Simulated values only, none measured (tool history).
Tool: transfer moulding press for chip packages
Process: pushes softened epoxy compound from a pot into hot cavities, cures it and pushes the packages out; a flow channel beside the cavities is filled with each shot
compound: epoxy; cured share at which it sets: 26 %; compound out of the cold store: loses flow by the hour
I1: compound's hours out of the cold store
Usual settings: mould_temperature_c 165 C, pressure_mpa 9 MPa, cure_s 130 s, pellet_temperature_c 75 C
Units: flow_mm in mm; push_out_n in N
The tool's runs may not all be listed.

{"run": 1, "hour": 0.0, "mould_temperature_c": 165, "pressure_mpa": 9, "cure_s": 130, "pellet_temperature_c": 75, "I1": 24.5, "flow_mm": 823, "push_out_n": 279}
{"run": 2, "hour": 48.2, "mould_temperature_c": 165, "pressure_mpa": 9, "cure_s": 130, "pellet_temperature_c": 68, "I1": 45.5, "flow_mm": 729, "push_out_n": 406}
{"hour": 86.0, "done": "plunger's sealing rings changed"}
{"run": 3, "hour": 111.6, "mould_temperature_c": 165, "pressure_mpa": 9, "cure_s": 130, "pellet_temperature_c": 68, "I1": 40.3, "flow_mm": 777, "push_out_n": 479}
{"hour": 179.2, "done": "cavities cleaned with cleaning compound and waxed"}
{"run": 4, "hour": 180.8, "mould_temperature_c": 165, "pressure_mpa": 9, "cure_s": 130, "pellet_temperature_c": 68, "I1": 27.3, "flow_mm": 834, "push_out_n": 562}
{"run": 5, "hour": 254.2, "mould_temperature_c": 165, "pressure_mpa": 9, "cure_s": 130, "pellet_temperature_c": 81, "I1": 14.1, "flow_mm": 892, "push_out_n": 584}
{"run": 6, "hour": 319.8, "mould_temperature_c": 165, "pressure_mpa": 9, "cure_s": 130, "pellet_temperature_c": 81, "I1": 9.4, "flow_mm": 909, "push_out_n": 591}
{"hour": 357.2, "done": "cavities cleaned with cleaning compound and waxed"}
{"run": 7, "hour": 393.7, "mould_temperature_c": 165, "pressure_mpa": 9, "cure_s": 130, "pellet_temperature_c": 81, "I1": 42.7, "flow_mm": 751, "push_out_n": 359}
{"run": 8, "hour": 424.2, "mould_temperature_c": 165, "pressure_mpa": 9, "cure_s": 130, "pellet_temperature_c": 75, "I1": 44.9, "flow_mm": 747, "push_out_n": 417}
{"run": 9, "hour": 454.2, "mould_temperature_c": 165, "pressure_mpa": 9, "cure_s": 130, "pellet_temperature_c": 75, "I1": 40.5, "flow_mm": 763, "push_out_n": 456}
{"run": 10, "hour": 510.0, "mould_temperature_c": 165, "pressure_mpa": 9, "cure_s": 130, "pellet_temperature_c": 75, "I1": 25.2, "flow_mm": 826, "push_out_n": 545}
{"hour": 533.1, "done": "cavities cleaned with cleaning compound and waxed"}
{"hour": 540.3, "done": "cavities cleaned with cleaning compound and waxed, once more"}
{"run": 11, "hour": 565.8, "mould_temperature_c": 165, "pressure_mpa": 9, "cure_s": 130, "pellet_temperature_c": 75, "I1": 15.4, "flow_mm": 869, "push_out_n": 357}
{"run": 12, "hour": 622.0, "mould_temperature_c": 165, "pressure_mpa": 8.73, "cure_s": 130, "pellet_temperature_c": 75, "I1": 41.2, "flow_mm": 736, "push_out_n": 443}
{"run": 13, "hour": 685.8, "mould_temperature_c": 165, "pressure_mpa": 9, "cure_s": 130, "pellet_temperature_c": 75, "I1": 17.7, "flow_mm": 856, "push_out_n": 524}
{"hour": 695.1, "done": "plunger's sealing rings changed"}
{"hour": 719.2, "done": "cavities cleaned with cleaning compound and waxed"}
{"run": 14, "hour": 755.0, "mould_temperature_c": 165, "pressure_mpa": 9, "cure_s": 130, "pellet_temperature_c": 75, "I1": 34.6, "flow_mm": 793, "push_out_n": 383}
{"run": 15, "hour": 790.7, "mould_temperature_c": 167, "pressure_mpa": 10.33, "cure_s": 133, "pellet_temperature_c": 69, "I1": 15.9, "flow_mm": 942, "push_out_n": 395}
{"run": 16, "hour": 823.3, "mould_temperature_c": 165, "pressure_mpa": 9, "cure_s": 127, "pellet_temperature_c": 75, "I1": 45.4, "flow_mm": 746, "push_out_n": 482}
{"run": 17, "hour": 872.1, "mould_temperature_c": 163, "pressure_mpa": 9.08, "cure_s": 129, "pellet_temperature_c": 72, "I1": 14.3, "flow_mm": 896, "push_out_n": 651}
{"hour": 894.6, "done": "cavities cleaned with cleaning compound and waxed"}
{"run": 18, "hour": 915.4, "mould_temperature_c": 163, "pressure_mpa": 9.08, "cure_s": 129, "pellet_temperature_c": 72, "I1": 24.5, "flow_mm": 843, "push_out_n": 405}
{"run": 19, "hour": 969.7, "mould_temperature_c": 165, "pressure_mpa": 7.07, "cure_s": 130, "pellet_temperature_c": 82, "I1": 16.7, "flow_mm": 775, "push_out_n": 449}
{"run": 20, "hour": 1000.0, "mould_temperature_c": 173, "pressure_mpa": 7.43, "cure_s": 130, "pellet_temperature_c": 82, "I1": 31.9, "flow_mm": 707, "push_out_n": 371}
{"hour": 1069.2, "done": "cavities cleaned with cleaning compound and waxed"}
{"run": 21, "hour": 1069.2, "mould_temperature_c": 161, "pressure_mpa": 7.6, "cure_s": 137, "pellet_temperature_c": 70, "I1": 44.4, "flow_mm": 688, "push_out_n": 320}
{"run": 22, "hour": 1140.6, "mould_temperature_c": 165, "pressure_mpa": 7.6, "cure_s": 169, "pellet_temperature_c": 70, "I1": 20.9, "flow_mm": 774, "push_out_n": 331}
{"run": 23, "hour": 1208.9, "mould_temperature_c": 165, "pressure_mpa": 7.6, "cure_s": 169, "pellet_temperature_c": 70, "I1": 12.5, "flow_mm": 811, "push_out_n": 412}
{"hour": 1244.7, "done": "cavities cleaned with cleaning compound and waxed"}
{"run": 24, "hour": 1264.5, "mould_temperature_c": 165, "pressure_mpa": 9.28, "cure_s": 135, "pellet_temperature_c": 75, "I1": 10.3, "flow_mm": 903, "push_out_n": 352}
{"hour": 1303.0, "done": "plunger's sealing rings changed"}
{"run": 25, "hour": 1315.6, "mould_temperature_c": 165, "pressure_mpa": 9.28, "cure_s": 135, "pellet_temperature_c": 75, "I1": 38.1, "flow_mm": 803, "push_out_n": 410}
{"run": 26, "hour": 1352.6, "mould_temperature_c": 171, "pressure_mpa": 9, "cure_s": 121, "pellet_temperature_c": 75, "I1": 13.8, "flow_mm": 883, "push_out_n": 420}
{"run": 27, "hour": 1408.6, "mould_temperature_c": 170, "pressure_mpa": 9.01, "cure_s": 126, "pellet_temperature_c": 73, "I1": 34.8, "flow_mm": 785, "push_out_n": 438}
{"hour": 1427.3, "done": "cavities cleaned with cleaning compound and waxed"}
{"run": 28, "hour": 1456.2, "mould_temperature_c": 170, "pressure_mpa": 9.01, "cure_s": 126, "pellet_temperature_c": 73, "I1": 13.8, "flow_mm": 889, "push_out_n": 314}

4 ways to go on from here, each from the tool as it stands after run 28. What would each give?
{"run": "A", "hour": 1494.4, "mould_temperature_c": 162, "pressure_mpa": 9, "cure_s": 142, "pellet_temperature_c": 75, "I1": 29.5, "flow_mm": "?", "push_out_n": "?"}
{"run": "B", "hour": 1494.4, "mould_temperature_c": 163, "pressure_mpa": 9, "cure_s": 114, "pellet_temperature_c": 69, "I1": 11.9, "flow_mm": "?", "push_out_n": "?"}
{"run": "C", "hour": 1494.4, "mould_temperature_c": 166, "pressure_mpa": 9.01, "cure_s": 132, "pellet_temperature_c": 73, "I1": 28.3, "flow_mm": "?", "push_out_n": "?"}
{"run": "D", "hour": 1494.4, "mould_temperature_c": 159, "pressure_mpa": 9.01, "cure_s": 120, "pellet_temperature_c": 72, "I1": 35.6, "flow_mm": "?", "push_out_n": "?"}

run=A flow_mm=826 push_out_n=476
run=B flow_mm=913 push_out_n=753
run=C flow_mm=823 push_out_n=421
run=D flow_mm=807 push_out_n=819
Without the tool's hidden state the same runs would have given:
run=A flow_mm=831 push_out_n=281
run=B flow_mm=919 push_out_n=433
run=C flow_mm=829 push_out_n=252
run=D flow_mm=812 push_out_n=476

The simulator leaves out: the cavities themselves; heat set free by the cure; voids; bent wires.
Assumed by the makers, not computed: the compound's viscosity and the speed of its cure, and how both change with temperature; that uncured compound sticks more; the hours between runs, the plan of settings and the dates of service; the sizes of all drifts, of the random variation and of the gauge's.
